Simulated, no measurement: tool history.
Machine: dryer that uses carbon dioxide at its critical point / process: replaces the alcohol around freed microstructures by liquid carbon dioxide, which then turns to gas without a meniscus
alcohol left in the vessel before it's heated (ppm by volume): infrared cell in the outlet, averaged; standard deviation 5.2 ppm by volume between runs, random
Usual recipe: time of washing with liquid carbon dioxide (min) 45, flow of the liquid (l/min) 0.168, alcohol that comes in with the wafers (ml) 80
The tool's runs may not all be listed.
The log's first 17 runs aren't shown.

run     day  time of washing with liquid carbon dioxide (min)  flow of the liquid (l/min)  alcohol that comes in with the wafers (ml)  hours of work since the filter was changed  hours of work since the purifier's bed was changed  alcohol left in the vessel before it's heated (ppm by volume)
 18  10.071                                                64                       0.223                                          21                                         200                                                 156                                                             44
 19  10.692                                                49                       0.188                                          21                                         209                                                 165                                                             53
 20  11.308                                                33                       0.189                                          79                                         218                                                 173                                                            504
 21  11.808                                                61                       0.168                                          69                                         225                                                 180                                                             70
 22  12.346                                                61                       0.168                                          69                                         232                                                 188                                                             63
 23  13.050                                                61                       0.168                                          69                                         242                                                 198                                                             62
 24  13.608                                                61                       0.168                                          69                                         250                                                 206                                                             75
 25  14.012                                                29                       0.168                                          66                                         256                                                 212                                                           1260
 26  14.554                                                60                       0.137                                          80                                         264                                                 219                                                            150
 27  15.012                                                48                       0.152                                         111                                         270                                                 226                                                            333
 28  15.612                                                45                       0.109                                          80                                         279                                                 234                                                           1371
 29  16.133                                                45                       0.109                                          80                                         286                                                 242                                                           1391
     16.567  -- inlet filter changed
 30  16.867                                                45                       0.109                                          80                                           4                                                 252                                                            971
 31  17.642                                                35                       0.213                                          80                                          15                                                 263                                                            194
 32  18.096                                                62                       0.103                                         115                                          22                                                 269                                                            422
 33  18.517                                                28                       0.258                                         115                                          28                                                 275                                                            308
 34  19.112                                                45                       0.168                                          80                                          36                                                 283                                                            169

Forecast each of these 5 alternatives for the next run:
  A  19.883                                                45                       0.168                                          74                                          47                                                 294                                                              ?
  B  19.883                                                45                       0.186                                          80                                          47                                                 294                                                              ?
  C  19.883                                                39                       0.142                                          80                                          47                                                 294                                                              ?
  D  19.883                                                67                       0.229                                          37                                          47                                                 294                                                              ?
  E  19.883                                                45                       0.259                                          41                                          47                                                 294                                                              ?

run  alcohol left in the vessel before it's heated (ppm by volume)
  A                                                            178
  B                                                            143
  C                                                            656
  D                                                             81
  E                                                             85
With no hidden state in the tool, these same runs would have given:
run  alcohol left in the vessel before it's heated (ppm by volume)
  A                                                             89
  B                                                             57
  C                                                            531
  D                                                              5
  E                                                              8
